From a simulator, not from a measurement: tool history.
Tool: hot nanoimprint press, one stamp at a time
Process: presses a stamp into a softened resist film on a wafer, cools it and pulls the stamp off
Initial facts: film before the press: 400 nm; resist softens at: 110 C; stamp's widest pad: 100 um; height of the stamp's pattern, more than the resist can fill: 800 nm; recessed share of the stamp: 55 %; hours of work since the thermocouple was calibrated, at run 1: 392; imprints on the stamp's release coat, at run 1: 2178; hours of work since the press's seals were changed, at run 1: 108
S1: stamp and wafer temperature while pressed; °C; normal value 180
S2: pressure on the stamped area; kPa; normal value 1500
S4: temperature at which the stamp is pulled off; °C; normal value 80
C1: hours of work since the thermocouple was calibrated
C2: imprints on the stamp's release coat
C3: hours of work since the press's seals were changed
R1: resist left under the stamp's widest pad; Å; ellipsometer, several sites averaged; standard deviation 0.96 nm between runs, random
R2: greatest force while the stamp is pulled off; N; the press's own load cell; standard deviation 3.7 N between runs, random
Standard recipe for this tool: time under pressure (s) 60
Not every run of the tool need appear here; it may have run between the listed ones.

{"run": 1, "hour": 0.0, "S1": 180, "S2": 1500, "time under pressure (s)": 60, "S4": 80, "C1": 392, "C2": 2178, "C3": 108, "R1": 1719, "R2": 175}
{"run": 2, "hour": 6.3, "S1": 180, "S2": 1500, "time under pressure (s)": 60, "S4": 80, "C1": 395, "C2": 2193, "C3": 110, "R1": 1707, "R2": 180}
{"run": 3, "hour": 14.2, "S1": 180, "S2": 1500, "time under pressure (s)": 60, "S4": 80, "C1": 398, "C2": 2212, "C3": 114, "R1": 1730, "R2": 180}
{"run": 4, "hour": 21.5, "S1": 180, "S2": 1500, "time under pressure (s)": 60, "S4": 80, "C1": 401, "C2": 2229, "C3": 117, "R1": 1718, "R2": 182}
{"hour": 35.7, "done": "stamp cleaned and given a new release coat"}
{"run": 5, "hour": 35.8, "S1": 180, "S2": 1510, "time under pressure (s)": 60, "S4": 80, "C1": 405, "C2": 1, "C3": 121, "R1": 1716, "R2": 177}
{"run": 6, "hour": 43.1, "S1": 180, "S2": 1500, "time under pressure (s)": 60, "S4": 80, "C1": 408, "C2": 18, "C3": 124, "R1": 1725, "R2": 175}
{"run": 7, "hour": 50.9, "S1": 180, "S2": 1500, "time under pressure (s)": 51, "S4": 80, "C1": 412, "C2": 36, "C3": 127, "R1": 1842, "R2": 172}
{"run": 8, "hour": 57.9, "S1": 180, "S2": 1500, "time under pressure (s)": 60, "S4": 80, "C1": 415, "C2": 53, "C3": 130, "R1": 1727, "R2": 177}
{"run": 9, "hour": 67.4, "S1": 180, "S2": 1760, "time under pressure (s)": 60, "S4": 80, "C1": 419, "C2": 75, "C3": 135, "R1": 1611, "R2": 176}
{"run": 10, "hour": 73.6, "S1": 180, "S2": 1760, "time under pressure (s)": 60, "S4": 80, "C1": 422, "C2": 90, "C3": 137, "R1": 1605, "R2": 177}
{"run": 11, "hour": 80.4, "S1": 169, "S2": 1760, "time under pressure (s)": 60, "S4": 80, "C1": 425, "C2": 106, "C3": 140, "R1": 2616, "R2": 185}
{"hour": 83.9, "done": "plate thermocouple calibrated"}
{"run": 12, "hour": 92.1, "S1": 169, "S2": 1760, "time under pressure (s)": 60, "S4": 80, "C1": 4, "C2": 127, "C3": 144, "R1": 2587, "R2": 175}
{"run": 13, "hour": 96.3, "S1": 169, "S2": 1760, "time under pressure (s)": 42, "S4": 80, "C1": 5, "C2": 137, "C3": 146, "R1": 2884, "R2": 181}
{"run": 14, "hour": 102.2, "S1": 169, "S2": 1760, "time under pressure (s)": 42, "S4": 80, "C1": 8, "C2": 151, "C3": 149, "R1": 2890, "R2": 183}
{"run": 15, "hour": 107.0, "S1": 169, "S2": 1760, "time under pressure (s)": 42, "S4": 80, "C1": 10, "C2": 162, "C3": 151, "R1": 2883, "R2": 176}
{"run": 16, "hour": 116.2, "S1": 180, "S2": 1380, "time under pressure (s)": 104, "S4": 87, "C1": 14, "C2": 183, "C3": 155, "R1": 1464, "R2": 157}
{"run": 17, "hour": 125.3, "S1": 180, "S2": 1500, "time under pressure (s)": 60, "S4": 70, "C1": 18, "C2": 205, "C3": 159, "R1": 1753, "R2": 201}
{"run": 18, "hour": 132.3, "S1": 180, "S2": 2080, "time under pressure (s)": 114, "S4": 84, "C1": 21, "C2": 222, "C3": 162, "R1": 1158, "R2": 169}
{"run": 19, "hour": 138.4, "S1": 180, "S2": 2080, "time under pressure (s)": 51, "S4": 75, "C1": 24, "C2": 236, "C3": 164, "R1": 1608, "R2": 193}
{"run": 20, "hour": 148.1, "S1": 180, "S2": 1730, "time under pressure (s)": 60, "S4": 72, "C1": 28, "C2": 259, "C3": 169, "R1": 1636, "R2": 200}
{"run": 21, "hour": 156.2, "S1": 180, "S2": 1880, "time under pressure (s)": 47, "S4": 79, "C1": 32, "C2": 278, "C3": 172, "R1": 1736, "R2": 182}
{"run": 22, "hour": 165.6, "S1": 180, "S2": 1790, "time under pressure (s)": 60, "S4": 79, "C1": 36, "C2": 300, "C3": 176, "R1": 1608, "R2": 177}
{"run": 23, "hour": 170.9, "S1": 191, "S2": 1500, "time under pressure (s)": 60, "S4": 85, "C1": 38, "C2": 313, "C3": 179, "R1": 1048, "R2": 168}
{"run": 24, "hour": 174.9, "S1": 176, "S2": 1110, "time under pressure (s)": 32, "S4": 66, "C1": 40, "C2": 322, "C3": 180, "R1": 2851, "R2": 216}
{"run": 25, "hour": 181.7, "S1": 176, "S2": 1110, "time under pressure (s)": 32, "S4": 66, "C1": 43, "C2": 339, "C3": 183, "R1": 2835, "R2": 222}
{"hour": 185.6, "done": "gauge calibrated"}
{"run": 26, "hour": 188.7, "S1": 174, "S2": 1370, "time under pressure (s)": 49, "S4": 74, "C1": 46, "C2": 355, "C3": 186, "R1": 2448, "R2": 195}
{"run": 27, "hour": 193.8, "S1": 180, "S2": 1820, "time under pressure (s)": 60, "S4": 80, "C1": 48, "C2": 367, "C3": 189, "R1": 1561, "R2": 177}
{"run": 28, "hour": 199.8, "S1": 176, "S2": 1620, "time under pressure (s)": 60, "S4": 80, "C1": 51, "C2": 381, "C3": 191, "R1": 1985, "R2": 177}
{"run": 29, "hour": 203.8, "S1": 174, "S2": 1220, "time under pressure (s)": 41, "S4": 82, "C1": 53, "C2": 391, "C3": 193, "R1": 2730, "R2": 174}
{"run": 30, "hour": 213.0, "S1": 190, "S2": 900, "time under pressure (s)": 41, "S4": 82, "C1": 57, "C2": 412, "C3": 197, "R1": 1655, "R2": 175}

For some of the steps in R1 from one run to the next: how much would appear even if the tool had no hidden state, given the settings, what came in and random variation, and how much remains for the hidden state plus any gauge scatter that the measured result and the result without hidden state don't share?
What the log doesn't record here: true temperature over the reading, C; pressure that arrives at the usual setting, %; grip of the stamp's worn release coat, % over a new coat's; drift of the gauge itself on residual_nm, %; drift of the gauge itself on pull_off_n, %.
Run 15 -> 16: S1 169 -> 180, S2 1760 -> 1380, time under pressure (s) 42 -> 104, S4 80 -> 87. R1 -1419 Å: hidden state -19, all else -1400.
Run 23 -> 24: S1 191 -> 176, S2 1500 -> 1110, time under pressure (s) 60 -> 32, S4 85 -> 66. R1 +1803 Å: hidden state +46, all else +1757.
Run 25 -> 26: S1 176 -> 174, S2 1110 -> 1370, time under pressure (s) 32 -> 49, S4 66 -> 74, gauge calibrated. R1 -387 Å: hidden state -73, all else -314.
Run 29 -> 30: S1 174 -> 190, S2 1220 -> 900. R1 -1075 Å: hidden state +0, all else -1075.
